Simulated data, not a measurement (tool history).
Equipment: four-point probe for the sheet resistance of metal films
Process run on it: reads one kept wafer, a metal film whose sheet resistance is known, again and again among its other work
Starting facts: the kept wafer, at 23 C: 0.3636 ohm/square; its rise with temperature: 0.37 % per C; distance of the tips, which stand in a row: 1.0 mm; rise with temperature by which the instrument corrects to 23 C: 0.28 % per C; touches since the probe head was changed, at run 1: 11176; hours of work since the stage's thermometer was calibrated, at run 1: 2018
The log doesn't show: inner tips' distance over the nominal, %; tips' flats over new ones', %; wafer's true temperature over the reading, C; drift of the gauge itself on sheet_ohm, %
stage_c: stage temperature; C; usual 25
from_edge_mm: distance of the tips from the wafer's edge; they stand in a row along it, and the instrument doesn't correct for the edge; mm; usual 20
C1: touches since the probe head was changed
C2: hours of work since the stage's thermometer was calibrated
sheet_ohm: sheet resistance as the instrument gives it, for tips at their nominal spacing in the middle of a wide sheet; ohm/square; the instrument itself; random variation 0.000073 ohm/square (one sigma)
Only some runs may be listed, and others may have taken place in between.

Run 1, hour 0: usual settings; C1 11176; C2 2018. Result: sheet_ohm 0.364397 ohm/square.
Run 2, hour 61.8: usual settings; C1 12101; C2 2057. Result: sheet_ohm 0.364266 ohm/square.
Run 3, hour 172.8: usual settings; C1 13765; C2 2126. Result: sheet_ohm 0.364407 ohm/square.
Run 4, hour 219.7: usual settings; C1 14467; C2 2156. Result: sheet_ohm 0.364309 ohm/square.
Run 5, hour 308.8: usual settings; C1 15802; C2 2212. Result: sheet_ohm 0.364295 ohm/square.
Run 6, hour 375.3: usual settings but from_edge_mm 41 mm; C1 16800; C2 2253. Result: sheet_ohm 0.363927 ohm/square.
Run 7, hour 427.3: usual settings; C1 17578; C2 2286. Result: sheet_ohm 0.364366 ohm/square.
Run 8, hour 530.6: usual settings; C1 19127; C2 2351. Result: sheet_ohm 0.364407 ohm/square.
Run 9, hour 640.6: usual settings; C1 20774; C2 2420. Result: sheet_ohm 0.36424 ohm/square.
Run 10, hour 731: usual settings; C1 22129; C2 2477. Result: sheet_ohm 0.364313 ohm/square.
At hour 812.4: stage's thermometer calibrated.
Run 11, hour 814.4: usual settings; C1 23371; C2 1. Result: sheet_ohm 0.3636 ohm/square.
Run 12, hour 922.5: usual settings but stage_c 23 C, from_edge_mm 31 mm; C1 24990; C2 69. Result: sheet_ohm 0.362698 ohm/square.
Run 13, hour 977.2: usual settings but stage_c 21 C, from_edge_mm 12 mm; C1 25811; C2 104. Result: sheet_ohm 0.363178 ohm/square.
Run 14, hour 1027.6: usual settings but stage_c 24 C, from_edge_mm 16 mm; C1 26565; C2 135. Result: sheet_ohm 0.363557 ohm/square.
Run 15, hour 1092.7: usual settings but stage_c 24 C, from_edge_mm 36 mm; C1 27540; C2 176. Result: sheet_ohm 0.363028 ohm/square.
Run 16, hour 1148.8: usual settings but stage_c 24 C, from_edge_mm 36 mm; C1 28382; C2 211. Result: sheet_ohm 0.363102 ohm/square.
Run 17, hour 1213.8: usual settings but stage_c 24 C, from_edge_mm 36 mm; C1 29355; C2 252. Result: sheet_ohm 0.362946 ohm/square.
Run 18, hour 1280.9: usual settings but stage_c 24 C, from_edge_mm 10 mm; C1 30360; C2 294. Result: sheet_ohm 0.364882 ohm/square.
Run 19, hour 1386.7: usual settings but stage_c 24 C, from_edge_mm 10 mm; C1 31946; C2 361. Result: sheet_ohm 0.364658 ohm/square.

4 ways to go on from here, each from the tool as it stands after run 19. What would each give?
Run A, hour 1453: usual settings but stage_c 22 C, from_edge_mm 7 mm; C1 32939; C2 402. Result: sheet_ohm ?.
Run B, hour 1453: usual settings but stage_c 27 C, from_edge_mm 4 mm; C1 32939; C2 402. Result: sheet_ohm ?.
Run C, hour 1453: usual settings but stage_c 19 C, from_edge_mm 6 mm; C1 32939; C2 402. Result: sheet_ohm ?.
Run D, hour 1453: usual settings but stage_c 28 C, from_edge_mm 32 mm; C1 32939; C2 402. Result: sheet_ohm ?.

run  sheet_ohm
  A   0.366119
  B   0.375522
  C   0.366405
  D   0.364178
With no hidden state in the tool, these same runs would have given:
run  sheet_ohm
  A    0.36725
  B   0.376682
  C   0.367536
  D   0.365306
